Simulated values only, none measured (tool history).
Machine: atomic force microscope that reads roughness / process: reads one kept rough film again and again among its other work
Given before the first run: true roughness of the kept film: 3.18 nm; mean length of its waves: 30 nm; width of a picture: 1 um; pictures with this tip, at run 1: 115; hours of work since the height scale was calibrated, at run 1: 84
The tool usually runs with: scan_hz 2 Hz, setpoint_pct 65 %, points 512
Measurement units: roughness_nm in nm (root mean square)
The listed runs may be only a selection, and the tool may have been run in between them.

run,hour,scan_hz,setpoint_pct,points,pictures with this tip,hours of work since the height scale was calibrated,roughness_nm
1,0,2,65,512,115,84,2.343
2,10.9,2.47,65,512,129,88,2.279
3,23.5,2.47,65,512,146,94,2.252
4,37.5,2.47,65,512,164,100,2.206
5,50.1,2.47,65,765,181,105,2.198
6,57.6,0.62,65,765,191,109,2.373
# hour 59.9: height scale calibrated on a step standard
7,64.9,0.54,65,765,199,2,2.359
8,71.3,0.54,65,765,207,5,2.373
9,79.1,0.85,65,936,218,8,2.307
# hour 81.2: height scale calibrated on a step standard, once more
10,86.4,2.16,65,950,226,2,2.158
11,99.2,2.16,65,950,243,8,2.135
12,108.4,2.16,65,950,255,12,2.113
13,118.9,2.16,55,361,269,16,2.209

What does the tool deliver on the next run?
14,132.3,2,57,865,287,22,?

Logged for run 14: roughness_nm 2.19 nm (root mean square).
Without the tool's hidden state the same run would have given roughness_nm 2.643 nm (root mean square).

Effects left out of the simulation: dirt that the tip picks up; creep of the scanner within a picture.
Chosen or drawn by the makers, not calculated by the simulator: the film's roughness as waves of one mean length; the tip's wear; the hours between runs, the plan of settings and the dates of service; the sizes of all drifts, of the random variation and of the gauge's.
